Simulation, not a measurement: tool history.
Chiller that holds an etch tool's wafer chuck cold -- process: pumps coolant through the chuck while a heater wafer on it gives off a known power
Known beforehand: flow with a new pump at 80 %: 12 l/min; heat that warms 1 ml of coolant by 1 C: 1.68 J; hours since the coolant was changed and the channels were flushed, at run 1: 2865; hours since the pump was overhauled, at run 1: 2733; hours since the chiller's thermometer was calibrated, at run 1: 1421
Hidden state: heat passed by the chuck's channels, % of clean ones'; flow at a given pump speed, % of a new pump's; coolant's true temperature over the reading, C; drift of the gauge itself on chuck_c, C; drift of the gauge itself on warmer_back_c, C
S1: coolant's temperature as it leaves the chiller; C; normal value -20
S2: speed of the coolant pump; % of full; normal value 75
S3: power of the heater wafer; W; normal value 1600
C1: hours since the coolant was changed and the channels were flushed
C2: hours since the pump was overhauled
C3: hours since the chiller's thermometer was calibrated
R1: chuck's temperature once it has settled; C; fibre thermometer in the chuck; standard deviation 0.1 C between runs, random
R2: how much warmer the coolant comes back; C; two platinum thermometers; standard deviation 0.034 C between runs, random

Run 1, day 0: usual settings; C1 2865; C2 2733; C3 1421. Result: R1 -6.6 C, R2 5.23 C.
Run 2, day 4.112: usual settings but S1 -21 C; C1 2963; C2 2831; C3 1520. Result: R1 -7.6 C, R2 5.28 C.
Run 3, day 7.142: usual settings; C1 3036; C2 2904; C3 1593. Result: R1 -6.4 C, R2 5.34 C.
Run 4, day 10.592: usual settings; C1 3119; C2 2987; C3 1675. Result: R1 -6.3 C, R2 5.24 C.
Run 5, day 13.2: usual settings; C1 3182; C2 3050; C3 1738. Result: R1 -6.5 C, R2 5.3 C.
Run 6, day 15.883: usual settings; C1 3246; C2 3114; C3 1802. Result: R1 -6.3 C, R2 5.24 C.
Run 7, day 18.162: usual settings but S2 66 % of full; C1 3301; C2 3169; C3 1857. Result: R1 -5.1 C, R2 6.03 C.
Run 8, day 20.088: usual settings but S2 96 % of full; C1 3347; C2 3215; C3 1903. Result: R1 -8.2 C, R2 4.06 C.
Run 9, day 22.562: usual settings but S2 96 % of full; C1 3406; C2 3274; C3 1963. Result: R1 -8.2 C, R2 4.01 C.
At day 22.833: chiller's thermometer calibrated.
Run 10, day 24.292: usual settings but S1 -12 C, S2 96 % of full, S3 1250 W; C1 3447; C2 3315; C3 35. Result: R1 -2.8 C, R2 3.19 C.
Run 11, day 27.717: usual settings but S1 -29 C, S2 89 % of full, S3 1890 W; C1 3529; C2 3397; C3 117. Result: R1 -14.5 C, R2 5.17 C.
Run 12, day 30.154: usual settings but S1 -29 C, S2 89 % of full, S3 1557 W; C1 3587; C2 3455; C3 176. Result: R1 -16.9 C, R2 4.28 C.
Run 13, day 32.125: usual settings but S1 -14 C, S2 85 % of full, S3 1140 W; C1 3635; C2 3503; C3 223. Result: R1 -5.3 C, R2 3.31 C.
Run 14, day 35.762: usual settings but S1 -14 C, S2 85 % of full, S3 1140 W; C1 3722; C2 3590; C3 310. Result: R1 -4.8 C, R2 3.23 C.
Run 15, day 37.842: usual settings but S1 -14 C, S2 99 % of full, S3 1309 W; C1 3772; C2 3640; C3 360. Result: R1 -4.4 C, R2 3.22 C.
At day 39.275: chiller's thermometer calibrated, once more.
Run 16, day 41.979: usual settings but S1 -30 C, S2 73 % of full, S3 2395 W; C1 3870; C2 3738; C3 65. Result: R1 -8.8 C, R2 8.24 C.
Run 17, day 44.454: usual settings but S1 -18 C, S2 96 % of full, S3 2395 W; C1 3930; C2 3798; C3 124. Result: R1 0.1 C, R2 6.13 C.
Run 18, day 48.392: usual settings but S1 -18 C, S2 96 % of full, S3 2395 W; C1 4024; C2 3892; C3 219. Result: R1 0.3 C, R2 6.12 C.

4 options for the next run, each taken on its own from the tool as it stands now. Forecast them:
Run A, day 50.512: usual settings but S3 2314 W; C1 4075; C2 3943; C3 270. Result: R1 ?, R2 ?.
Run B, day 50.512: usual settings but S1 -13 C, S2 84 % of full; C1 4075; C2 3943; C3 270. Result: R1 ?, R2 ?.
Run C, day 50.512: usual settings but S1 -12 C, S2 65 % of full, S3 1137 W; C1 4075; C2 3943; C3 270. Result: R1 ?, R2 ?.
Run D, day 50.512: usual settings but S1 -13 C, S2 69 % of full; C1 4075; C2 3943; C3 270. Result: R1 ?, R2 ?.

run    R1    R2
  A   0.5  7.72
  B   0.1   4.7
  C  -1.1  4.45
  D   1.6  5.82
Take away the tool's hidden state, keep each run's random variation, and the runs would have read:
run    R1    R2
  A  -1.4  7.38
  B  -1.1  4.49
  C  -2.1  4.26
  D   0.2  5.56
